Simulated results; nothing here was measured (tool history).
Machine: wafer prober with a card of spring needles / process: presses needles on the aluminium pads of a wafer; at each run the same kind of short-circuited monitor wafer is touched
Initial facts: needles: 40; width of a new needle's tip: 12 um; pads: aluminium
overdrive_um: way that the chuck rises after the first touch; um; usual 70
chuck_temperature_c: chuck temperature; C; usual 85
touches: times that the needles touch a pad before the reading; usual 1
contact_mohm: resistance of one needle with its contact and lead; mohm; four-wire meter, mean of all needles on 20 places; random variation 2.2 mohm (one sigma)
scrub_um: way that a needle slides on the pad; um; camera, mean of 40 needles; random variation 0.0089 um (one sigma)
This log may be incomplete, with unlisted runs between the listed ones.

run 1 hour=0.0 | overdrive_um=70 chuck_temperature_c=85 touches=1 | contact_mohm=245 scrub_um=15.728
-- hour=28.9 tips cleaned on abrasive film
run 2 hour=41.1 | overdrive_um=70 chuck_temperature_c=85 touches=1 | contact_mohm=245 scrub_um=15.726
-- hour=57.6 tips cleaned on abrasive film
run 3 hour=73.4 | overdrive_um=70 chuck_temperature_c=85 touches=1 | contact_mohm=243 scrub_um=15.721
-- hour=86.5 tips cleaned on abrasive film
-- hour=112.7 tips cleaned on abrasive film
run 4 hour=120.5 | overdrive_um=70 chuck_temperature_c=85 touches=3 | contact_mohm=241 scrub_um=15.705
-- hour=138.5 tips cleaned on abrasive film
-- hour=165.2 tips cleaned on abrasive film
run 5 hour=166.0 | overdrive_um=70 chuck_temperature_c=85 touches=3 | contact_mohm=246 scrub_um=15.706
-- hour=172.3 height of the first contact set anew
-- hour=192.0 tips cleaned on abrasive film
run 6 hour=197.1 | overdrive_um=70 chuck_temperature_c=85 touches=3 | contact_mohm=246 scrub_um=15.698
-- hour=219.7 tips cleaned on abrasive film
run 7 hour=243.9 | overdrive_um=70 chuck_temperature_c=85 touches=2 | contact_mohm=248 scrub_um=15.689
-- hour=246.1 tips cleaned on abrasive film
-- hour=274.2 tips cleaned on abrasive film
run 8 hour=283.0 | overdrive_um=70 chuck_temperature_c=85 touches=2 | contact_mohm=247 scrub_um=15.693
-- hour=303.1 tips cleaned on abrasive film
run 9 hour=303.6 | overdrive_um=70 chuck_temperature_c=85 touches=2 | contact_mohm=243 scrub_um=15.689
-- hour=329.5 tips cleaned on abrasive film
run 10 hour=350.6 | overdrive_um=86 chuck_temperature_c=85 touches=1 | contact_mohm=242 scrub_um=19.254
-- hour=358.2 tips cleaned on abrasive film
-- hour=384.2 tips cleaned on abrasive film
run 11 hour=392.8 | overdrive_um=86 chuck_temperature_c=85 touches=1 | contact_mohm=247 scrub_um=19.247
-- hour=410.0 tips cleaned on abrasive film
run 12 hour=426.6 | overdrive_um=70 chuck_temperature_c=123 touches=1 | contact_mohm=257 scrub_um=15.669
-- hour=438.2 tips cleaned on abrasive film
run 13 hour=452.3 | overdrive_um=70 chuck_temperature_c=85 touches=3 | contact_mohm=244 scrub_um=15.664
-- hour=464.1 tips cleaned on abrasive film
run 14 hour=472.7 | overdrive_um=70 chuck_temperature_c=85 touches=3 | contact_mohm=244 scrub_um=15.658
-- hour=491.8 tips cleaned on abrasive film
run 15 hour=494.6 | overdrive_um=58 chuck_temperature_c=85 touches=3 | contact_mohm=245 scrub_um=12.971
-- hour=506.3 height of the first contact set anew
-- hour=520.6 tips cleaned on abrasive film
run 16 hour=535.9 | overdrive_um=58 chuck_temperature_c=104 touches=1 | contact_mohm=248 scrub_um=12.973
-- hour=548.7 tips cleaned on abrasive film
run 17 hour=561.8 | overdrive_um=58 chuck_temperature_c=31 touches=1 | contact_mohm=232 scrub_um=12.969
-- hour=576.9 tips cleaned on abrasive film
-- hour=605.0 tips cleaned on abrasive film
run 18 hour=605.0 | overdrive_um=58 chuck_temperature_c=31 touches=1 | contact_mohm=234 scrub_um=12.962
-- hour=634.8 tips cleaned on abrasive film
run 19 hour=652.1 | overdrive_um=58 chuck_temperature_c=31 touches=1 | contact_mohm=233 scrub_um=12.961
-- hour=662.4 tips cleaned on abrasive film
-- hour=689.6 tips cleaned on abrasive film
run 20 hour=691.6 | overdrive_um=78 chuck_temperature_c=49 touches=1 | contact_mohm=234 scrub_um=17.413
-- hour=718.0 tips cleaned on abrasive film
run 21 hour=737.5 | overdrive_um=76 chuck_temperature_c=99 touches=3 | contact_mohm=247 scrub_um=16.976
-- hour=745.8 tips cleaned on abrasive film
-- hour=773.4 tips cleaned on abrasive film
run 22 hour=781.8 | overdrive_um=80 chuck_temperature_c=99 touches=2 | contact_mohm=248 scrub_um=17.856
-- hour=800.7 tips cleaned on abrasive film
run 23 hour=824.0 | overdrive_um=75 chuck_temperature_c=65 touches=1 | contact_mohm=241 scrub_um=16.743
-- hour=828.1 tips cleaned on abrasive film
-- hour=837.9 height of the first contact set anew
run 24 hour=852.2 | overdrive_um=75 chuck_temperature_c=108 touches=3 | contact_mohm=247 scrub_um=16.737
-- hour=855.0 tips cleaned on abrasive film
-- hour=880.5 tips cleaned on abrasive film
run 25 hour=901.2 | overdrive_um=61 chuck_temperature_c=85 touches=2 | contact_mohm=244 scrub_um=13.610
-- hour=908.3 tips cleaned on abrasive film
-- hour=935.1 tips cleaned on abrasive film
run 26 hour=939.8 | overdrive_um=66 chuck_temperature_c=59 touches=2 | contact_mohm=234 scrub_um=14.716

Each row is a separate what-if for the run after 26, all from the same tool condition, not one after another. Results?
-- hour=962.9 tips cleaned on abrasive film
run A hour=982.6 | overdrive_um=66 chuck_temperature_c=59 touches=3 | contact_mohm=? scrub_um=?
-- hour=962.9 tips cleaned on abrasive film
run B hour=982.6 | overdrive_um=86 chuck_temperature_c=85 touches=1 | contact_mohm=? scrub_um=?
-- hour=962.9 tips cleaned on abrasive film
run C hour=982.6 | overdrive_um=74 chuck_temperature_c=85 touches=1 | contact_mohm=? scrub_um=?
-- hour=962.9 tips cleaned on abrasive film
run D hour=982.6 | overdrive_um=88 chuck_temperature_c=36 touches=2 | contact_mohm=? scrub_um=?

run=A contact_mohm=235 scrub_um=14.710
run=B contact_mohm=248 scrub_um=19.155
run=C contact_mohm=244 scrub_um=16.497
run=D contact_mohm=229 scrub_um=19.618
Without the tool's unlogged condition, the same runs would have read:
run=A contact_mohm=234 scrub_um=14.825
run=B contact_mohm=247 scrub_um=19.304
run=C contact_mohm=243 scrub_um=16.625
run=D contact_mohm=228 scrub_um=19.770
